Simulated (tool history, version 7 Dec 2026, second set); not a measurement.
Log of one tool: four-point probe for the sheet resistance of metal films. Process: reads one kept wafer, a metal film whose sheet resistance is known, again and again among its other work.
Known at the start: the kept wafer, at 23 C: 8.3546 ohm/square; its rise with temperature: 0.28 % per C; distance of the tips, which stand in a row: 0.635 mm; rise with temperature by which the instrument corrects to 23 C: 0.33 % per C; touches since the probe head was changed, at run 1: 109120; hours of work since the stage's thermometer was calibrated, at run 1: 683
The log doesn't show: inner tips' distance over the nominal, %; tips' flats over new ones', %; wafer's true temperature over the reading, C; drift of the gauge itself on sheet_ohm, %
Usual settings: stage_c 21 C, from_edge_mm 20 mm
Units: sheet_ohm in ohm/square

run,hour,stage_c,from_edge_mm,touches since the probe head was changed,hours of work since the stage's thermometer was calibrated,sheet_ohm
1,0.0,21,20,109120,683,8.310260
2,29.4,21,24,110521,700,8.307533
3,66.5,21,20,112287,721,8.307189
4,107.9,21,20,114259,745,8.302404
5,139.9,21,45,115781,764,8.300345
6,165.4,21,45,116999,778,8.299945
7,193.6,21,45,118343,795,8.299159
8,228.0,21,23,119979,815,8.300467
9,263.9,28,20,121688,835,8.272762
10,297.4,21,8,123283,855,8.323542
11,324.9,21,8,124597,871,8.325361
12,351.5,21,8,125861,886,8.321923
13,373.7,21,6,126918,899,8.343101
14,405.1,21,6,128414,917,8.342568
15,428.6,21,41,129536,931,8.291695
16,466.2,21,41,131323,953,8.296117
17,507.1,29,41,133274,976,8.261150
18,540.2,26,41,134850,996,8.269714
19,563.8,26,41,135976,1009,8.271068
20,582.6,26,41,136871,1020,8.269145
21,600.2,26,41,137708,1030,8.267959
22,638.7,33,35,139543,1053,8.239239
# hour 641.0: stage's thermometer calibrated
23,667.0,33,35,140865,15,8.233560
24,691.4,22,59,142029,29,8.277006
# hour 702.3: stage's thermometer calibrated, once more
25,724.0,22,59,143555,13,8.292220
26,763.4,25,28,145435,35,8.276858
27,780.6,23,28,146252,45,8.288704
28,807.7,23,28,147544,61,8.288238
29,834.0,23,28,148794,76,8.284988
30,873.0,27,17,150654,99,8.273978
31,890.8,22,3,151502,109,8.482767
32,916.7,24,20,152733,124,8.278125
33,953.9,30,24,154509,146,8.256001
34,995.3,32,74,156480,170,8.244646

Some steps in sheet_ohm between neighbouring runs. How much of each would the tool show without its hidden state too (settings, what came in, random variation), and how much is left for the hidden state, with any gauge scatter that isn't in both results?
Run 14 -> 15: from_edge_mm 6 -> 41. sheet_ohm -0.050873 ohm/square: hidden state -0.000218, all else -0.050655.
Run 22 -> 23: stage's thermometer calibrated. sheet_ohm -0.005679 ohm/square: hidden state -0.005819, all else +0.000140.
Run 24 -> 25: stage's thermometer calibrated, once more. sheet_ohm +0.015214 ohm/square: hidden state +0.013806, all else +0.001408.
Run 30 -> 31: stage_c 27 -> 22, from_edge_mm 17 -> 3. sheet_ohm +0.208789 ohm/square: hidden state -0.002170, all else +0.210959.
Run 31 -> 32: stage_c 22 -> 24, from_edge_mm 3 -> 20. sheet_ohm -0.204642 ohm/square: hidden state +0.000994, all else -0.205636.
